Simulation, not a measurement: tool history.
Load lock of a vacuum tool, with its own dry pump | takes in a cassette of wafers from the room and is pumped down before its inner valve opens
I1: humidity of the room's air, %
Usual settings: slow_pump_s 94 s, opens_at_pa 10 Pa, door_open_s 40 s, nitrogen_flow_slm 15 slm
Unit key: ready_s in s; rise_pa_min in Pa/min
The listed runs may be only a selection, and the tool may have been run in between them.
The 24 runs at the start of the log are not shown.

{"run": 25, "hour": 2170.5, "slow_pump_s": 135, "opens_at_pa": 11, "door_open_s": 210, "nitrogen_flow_slm": 26, "I1": 43.4, "ready_s": 309.9, "rise_pa_min": 0.041}
{"run": 26, "hour": 2273.6, "slow_pump_s": 135, "opens_at_pa": 11, "door_open_s": 210, "nitrogen_flow_slm": 26, "I1": 46.4, "ready_s": 311.2, "rise_pa_min": 0.041}
{"run": 27, "hour": 2383.9, "slow_pump_s": 135, "opens_at_pa": 11, "door_open_s": 210, "nitrogen_flow_slm": 26, "I1": 49.0, "ready_s": 309.6, "rise_pa_min": 0.042}
{"run": 28, "hour": 2466.9, "slow_pump_s": 94, "opens_at_pa": 10, "door_open_s": 61, "nitrogen_flow_slm": 15, "I1": 46.8, "ready_s": 287.4, "rise_pa_min": 0.039}
{"run": 29, "hour": 2519.6, "slow_pump_s": 94, "opens_at_pa": 10, "door_open_s": 61, "nitrogen_flow_slm": 15, "I1": 47.8, "ready_s": 286.2, "rise_pa_min": 0.032}
{"run": 30, "hour": 2574.4, "slow_pump_s": 94, "opens_at_pa": 10, "door_open_s": 40, "nitrogen_flow_slm": 19, "I1": 44.1, "ready_s": 287.2, "rise_pa_min": 0.025}
{"run": 31, "hour": 2627.6, "slow_pump_s": 94, "opens_at_pa": 10, "door_open_s": 40, "nitrogen_flow_slm": 19, "I1": 44.5, "ready_s": 286.0, "rise_pa_min": 0.022}
{"run": 32, "hour": 2705.7, "slow_pump_s": 94, "opens_at_pa": 10, "door_open_s": 40, "nitrogen_flow_slm": 19, "I1": 46.7, "ready_s": 284.8, "rise_pa_min": 0.02}
{"run": 33, "hour": 2786.7, "slow_pump_s": 104, "opens_at_pa": 10, "door_open_s": 30, "nitrogen_flow_slm": 7, "I1": 43.9, "ready_s": 291.7, "rise_pa_min": 0.027}
{"run": 34, "hour": 2845.2, "slow_pump_s": 112, "opens_at_pa": 13, "door_open_s": 40, "nitrogen_flow_slm": 10, "I1": 44.8, "ready_s": 292.9, "rise_pa_min": 0.033}
{"run": 35, "hour": 2940.2, "slow_pump_s": 112, "opens_at_pa": 16, "door_open_s": 154, "nitrogen_flow_slm": 12, "I1": 40.9, "ready_s": 287.5, "rise_pa_min": 0.044}
{"run": 36, "hour": 3033.9, "slow_pump_s": 101, "opens_at_pa": 16, "door_open_s": 116, "nitrogen_flow_slm": 12, "I1": 43.2, "ready_s": 279.5, "rise_pa_min": 0.046}
{"run": 37, "hour": 3148.9, "slow_pump_s": 182, "opens_at_pa": 16, "door_open_s": 116, "nitrogen_flow_slm": 6, "I1": 45.7, "ready_s": 335.4, "rise_pa_min": 0.049}

4 options for the next run, each taken on its own from the tool as it stands now. Forecast them:
{"run": "A", "hour": 3238.9, "slow_pump_s": 182, "opens_at_pa": 16, "door_open_s": 50, "nitrogen_flow_slm": 6, "I1": 45.4, "ready_s": "?", "rise_pa_min": "?"}
{"run": "B", "hour": 3238.9, "slow_pump_s": 116, "opens_at_pa": 19, "door_open_s": 66, "nitrogen_flow_slm": 6, "I1": 42.7, "ready_s": "?", "rise_pa_min": "?"}
{"run": "C", "hour": 3238.9, "slow_pump_s": 175, "opens_at_pa": 10, "door_open_s": 116, "nitrogen_flow_slm": 6, "I1": 45.7, "ready_s": "?", "rise_pa_min": "?"}
{"run": "D", "hour": 3238.9, "slow_pump_s": 94, "opens_at_pa": 10, "door_open_s": 40, "nitrogen_flow_slm": 14, "I1": 43.8, "ready_s": "?", "rise_pa_min": "?"}

run=A ready_s=333.1 rise_pa_min=0.040
run=B ready_s=286.7 rise_pa_min=0.042
run=C ready_s=342.6 rise_pa_min=0.054
run=D ready_s=288.8 rise_pa_min=0.029
Take away the tool's hidden state, keep each run's random variation, and the runs would have read:
run=A ready_s=320.4 rise_pa_min=0.024
run=B ready_s=272.5 rise_pa_min=0.027
run=C ready_s=328.7 rise_pa_min=0.039
run=D ready_s=272.6 rise_pa_min=0.014

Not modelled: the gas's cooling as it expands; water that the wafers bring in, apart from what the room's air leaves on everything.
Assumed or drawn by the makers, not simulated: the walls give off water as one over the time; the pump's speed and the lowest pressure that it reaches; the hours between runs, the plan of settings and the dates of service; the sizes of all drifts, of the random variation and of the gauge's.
